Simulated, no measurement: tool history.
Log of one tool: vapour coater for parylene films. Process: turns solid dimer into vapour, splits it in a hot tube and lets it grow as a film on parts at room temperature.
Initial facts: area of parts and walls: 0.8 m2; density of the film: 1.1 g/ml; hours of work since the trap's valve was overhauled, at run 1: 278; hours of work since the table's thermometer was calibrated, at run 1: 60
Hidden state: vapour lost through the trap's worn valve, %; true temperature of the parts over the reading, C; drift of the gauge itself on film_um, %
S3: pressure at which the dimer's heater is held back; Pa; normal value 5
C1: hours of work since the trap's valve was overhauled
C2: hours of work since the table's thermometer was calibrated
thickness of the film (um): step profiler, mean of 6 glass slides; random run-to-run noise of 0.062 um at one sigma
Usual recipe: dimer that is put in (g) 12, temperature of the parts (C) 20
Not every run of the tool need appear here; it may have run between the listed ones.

{"run": 1, "hour": 0.0, "dimer that is put in (g)": 12, "temperature of the parts (C)": 20, "S3": 5, "C1": 278, "C2": 60, "thickness of the film (um)": 6.98}
{"run": 2, "hour": 11.0, "dimer that is put in (g)": 12, "temperature of the parts (C)": 20, "S3": 5, "C1": 284, "C2": 65, "thickness of the film (um)": 6.99}
{"run": 3, "hour": 22.8, "dimer that is put in (g)": 12, "temperature of the parts (C)": 20, "S3": 5, "C1": 289, "C2": 71, "thickness of the film (um)": 6.92}
{"run": 4, "hour": 44.1, "dimer that is put in (g)": 12, "temperature of the parts (C)": 20, "S3": 5, "C1": 299, "C2": 81, "thickness of the film (um)": 6.96}
{"hour": 61.1, "done": "trap's valve overhauled"}
{"run": 5, "hour": 62.8, "dimer that is put in (g)": 12, "temperature of the parts (C)": 16, "S3": 5, "C1": 1, "C2": 88, "thickness of the film (um)": 7.43}
{"run": 6, "hour": 84.6, "dimer that is put in (g)": 12, "temperature of the parts (C)": 16, "S3": 5, "C1": 11, "C2": 99, "thickness of the film (um)": 7.42}
{"run": 7, "hour": 96.3, "dimer that is put in (g)": 12, "temperature of the parts (C)": 20, "S3": 5, "C1": 17, "C2": 104, "thickness of the film (um)": 6.68}
{"run": 8, "hour": 111.2, "dimer that is put in (g)": 12, "temperature of the parts (C)": 20, "S3": 5, "C1": 24, "C2": 111, "thickness of the film (um)": 6.6}
{"hour": 123.7, "done": "trap's valve overhauled, once more"}
{"run": 9, "hour": 138.2, "dimer that is put in (g)": 12, "temperature of the parts (C)": 20, "S3": 5, "C1": 7, "C2": 122, "thickness of the film (um)": 7.67}
{"run": 10, "hour": 157.3, "dimer that is put in (g)": 12, "temperature of the parts (C)": 20, "S3": 5, "C1": 16, "C2": 131, "thickness of the film (um)": 7.72}
{"run": 11, "hour": 177.9, "dimer that is put in (g)": 12, "temperature of the parts (C)": 20, "S3": 5, "C1": 26, "C2": 141, "thickness of the film (um)": 7.71}
{"run": 12, "hour": 203.0, "dimer that is put in (g)": 12, "temperature of the parts (C)": 20, "S3": 5, "C1": 38, "C2": 153, "thickness of the film (um)": 7.73}
{"run": 13, "hour": 215.0, "dimer that is put in (g)": 12, "temperature of the parts (C)": 20, "S3": 5, "C1": 44, "C2": 159, "thickness of the film (um)": 7.66}
{"run": 14, "hour": 226.9, "dimer that is put in (g)": 12, "temperature of the parts (C)": 20, "S3": 5, "C1": 49, "C2": 165, "thickness of the film (um)": 7.73}
{"run": 15, "hour": 243.4, "dimer that is put in (g)": 12, "temperature of the parts (C)": 16, "S3": 5, "C1": 57, "C2": 173, "thickness of the film (um)": 8.34}
{"run": 16, "hour": 254.7, "dimer that is put in (g)": 12, "temperature of the parts (C)": 29, "S3": 5, "C1": 63, "C2": 178, "thickness of the film (um)": 6.16}
{"run": 17, "hour": 280.0, "dimer that is put in (g)": 12, "temperature of the parts (C)": 20, "S3": 5.55, "C1": 75, "C2": 190, "thickness of the film (um)": 7.4}
{"run": 18, "hour": 295.4, "dimer that is put in (g)": 12, "temperature of the parts (C)": 20, "S3": 5.55, "C1": 82, "C2": 198, "thickness of the film (um)": 7.34}
{"run": 19, "hour": 319.9, "dimer that is put in (g)": 12, "temperature of the parts (C)": 20, "S3": 5.55, "C1": 94, "C2": 209, "thickness of the film (um)": 7.33}
{"run": 20, "hour": 338.1, "dimer that is put in (g)": 12, "temperature of the parts (C)": 20, "S3": 5.55, "C1": 103, "C2": 218, "thickness of the film (um)": 7.2}
{"run": 21, "hour": 360.3, "dimer that is put in (g)": 12, "temperature of the parts (C)": 20, "S3": 5, "C1": 113, "C2": 229, "thickness of the film (um)": 7.53}
{"run": 22, "hour": 373.1, "dimer that is put in (g)": 12, "temperature of the parts (C)": 20, "S3": 5, "C1": 119, "C2": 235, "thickness of the film (um)": 7.47}
{"run": 23, "hour": 385.2, "dimer that is put in (g)": 12, "temperature of the parts (C)": 20, "S3": 2.06, "C1": 125, "C2": 240, "thickness of the film (um)": 9.07}
{"run": 24, "hour": 397.0, "dimer that is put in (g)": 18, "temperature of the parts (C)": 20, "S3": 6.22, "C1": 131, "C2": 246, "thickness of the film (um)": 10.56}
{"run": 25, "hour": 422.5, "dimer that is put in (g)": 6, "temperature of the parts (C)": 16, "S3": 5, "C1": 143, "C2": 258, "thickness of the film (um)": 4.04}
{"run": 26, "hour": 444.7, "dimer that is put in (g)": 6, "temperature of the parts (C)": 16, "S3": 5, "C1": 154, "C2": 269, "thickness of the film (um)": 4.03}
{"run": 27, "hour": 462.6, "dimer that is put in (g)": 14, "temperature of the parts (C)": 17, "S3": 8.86, "C1": 162, "C2": 278, "thickness of the film (um)": 8.06}
{"run": 28, "hour": 477.4, "dimer that is put in (g)": 10, "temperature of the parts (C)": 32, "S3": 8.86, "C1": 169, "C2": 285, "thickness of the film (um)": 4}
{"run": 29, "hour": 494.2, "dimer that is put in (g)": 10, "temperature of the parts (C)": 32, "S3": 8.86, "C1": 177, "C2": 293, "thickness of the film (um)": 3.95}
{"run": 30, "hour": 518.1, "dimer that is put in (g)": 12, "temperature of the parts (C)": 19, "S3": 3.42, "C1": 189, "C2": 304, "thickness of the film (um)": 8.03}
{"run": 31, "hour": 529.6, "dimer that is put in (g)": 7, "temperature of the parts (C)": 21, "S3": 2.9, "C1": 194, "C2": 310, "thickness of the film (um)": 4.66}
{"run": 32, "hour": 552.5, "dimer that is put in (g)": 7, "temperature of the parts (C)": 21, "S3": 2.9, "C1": 205, "C2": 321, "thickness of the film (um)": 4.72}
{"run": 33, "hour": 564.2, "dimer that is put in (g)": 10, "temperature of the parts (C)": 21, "S3": 2.9, "C1": 211, "C2": 326, "thickness of the film (um)": 6.64}
{"run": 34, "hour": 578.9, "dimer that is put in (g)": 10, "temperature of the parts (C)": 21, "S3": 2.9, "C1": 218, "C2": 333, "thickness of the film (um)": 6.65}
{"run": 35, "hour": 600.1, "dimer that is put in (g)": 21, "temperature of the parts (C)": 27, "S3": 6.03, "C1": 228, "C2": 343, "thickness of the film (um)": 10.02}
{"run": 36, "hour": 612.2, "dimer that is put in (g)": 21, "temperature of the parts (C)": 27, "S3": 6.03, "C1": 234, "C2": 349, "thickness of the film (um)": 10.14}
{"run": 37, "hour": 627.2, "dimer that is put in (g)": 9, "temperature of the parts (C)": 13, "S3": 6.54, "C1": 241, "C2": 356, "thickness of the film (um)": 5.84}
{"run": 38, "hour": 644.5, "dimer that is put in (g)": 6, "temperature of the parts (C)": 15, "S3": 5, "C1": 249, "C2": 365, "thickness of the film (um)": 4.04}
{"run": 39, "hour": 667.4, "dimer that is put in (g)": 11, "temperature of the parts (C)": 27, "S3": 11.97, "C1": 260, "C2": 376, "thickness of the film (um)": 4.41}
{"run": 40, "hour": 686.0, "dimer that is put in (g)": 12, "temperature of the parts (C)": 15, "S3": 4.49, "C1": 269, "C2": 384, "thickness of the film (um)": 8.19}
{"run": 41, "hour": 702.2, "dimer that is put in (g)": 12, "temperature of the parts (C)": 15, "S3": 4.49, "C1": 277, "C2": 392, "thickness of the film (um)": 8.15}
{"run": 42, "hour": 721.2, "dimer that is put in (g)": 6, "temperature of the parts (C)": 18, "S3": 5, "C1": 286, "C2": 401, "thickness of the film (um)": 3.64}
{"run": 43, "hour": 739.9, "dimer that is put in (g)": 6, "temperature of the parts (C)": 18, "S3": 5, "C1": 295, "C2": 410, "thickness of the film (um)": 3.64}
{"run": 44, "hour": 750.5, "dimer that is put in (g)": 6, "temperature of the parts (C)": 13, "S3": 8.01, "C1": 300, "C2": 415, "thickness of the film (um)": 3.64}
{"hour": 766.1, "done": "trap's valve overhauled"}
{"run": 45, "hour": 766.1, "dimer that is put in (g)": 18, "temperature of the parts (C)": 17, "S3": 7.23, "C1": 0, "C2": 421, "thickness of the film (um)": 11.32}
{"run": 46, "hour": 785.1, "dimer that is put in (g)": 14, "temperature of the parts (C)": 19, "S3": 2.39, "C1": 9, "C2": 430, "thickness of the film (um)": 11.16}

Per-run results on a tool with no hidden state, each run keeping its own random variation:
run=1 thickness_of_the_film_(um)=7.8
run=2 thickness_of_the_film_(um)=7.84
run=3 thickness_of_the_film_(um)=7.78
run=4 thickness_of_the_film_(um)=7.86
run=5 thickness_of_the_film_(um)=8.67
run=6 thickness_of_the_film_(um)=8.7
run=7 thickness_of_the_film_(um)=7.85
run=8 thickness_of_the_film_(um)=7.77
run=9 thickness_of_the_film_(um)=7.74
run=10 thickness_of_the_film_(um)=7.81
run=11 thickness_of_the_film_(um)=7.83
run=12 thickness_of_the_film_(um)=7.88
run=13 thickness_of_the_film_(um)=7.83
run=14 thickness_of_the_film_(um)=7.92
run=15 thickness_of_the_film_(um)=8.57
run=16 thickness_of_the_film_(um)=6.34
run=17 thickness_of_the_film_(um)=7.65
run=18 thickness_of_the_film_(um)=7.61
run=19 thickness_of_the_film_(um)=7.63
run=20 thickness_of_the_film_(um)=7.52
run=21 thickness_of_the_film_(um)=7.9
run=22 thickness_of_the_film_(um)=7.85
run=23 thickness_of_the_film_(um)=9.56
run=24 thickness_of_the_film_(um)=11.14
run=25 thickness_of_the_film_(um)=4.28
run=26 thickness_of_the_film_(um)=4.29
run=27 thickness_of_the_film_(um)=8.6
run=28 thickness_of_the_film_(um)=4.29
run=29 thickness_of_the_film_(um)=4.25
run=30 thickness_of_the_film_(um)=8.67
run=31 thickness_of_the_film_(um)=5.04
run=32 thickness_of_the_film_(um)=5.12
run=33 thickness_of_the_film_(um)=7.22
run=34 thickness_of_the_film_(um)=7.25
run=35 thickness_of_the_film_(um)=10.98
run=36 thickness_of_the_film_(um)=11.13
run=37 thickness_of_the_film_(um)=6.43
run=38 thickness_of_the_film_(um)=4.47
run=39 thickness_of_the_film_(um)=4.89
run=40 thickness_of_the_film_(um)=9.13
run=41 thickness_of_the_film_(um)=9.11
run=42 thickness_of_the_film_(um)=4.09
run=43 thickness_of_the_film_(um)=4.09
run=44 thickness_of_the_film_(um)=4.1
run=45 thickness_of_the_film_(um)=11.38
run=46 thickness_of_the_film_(um)=11.26
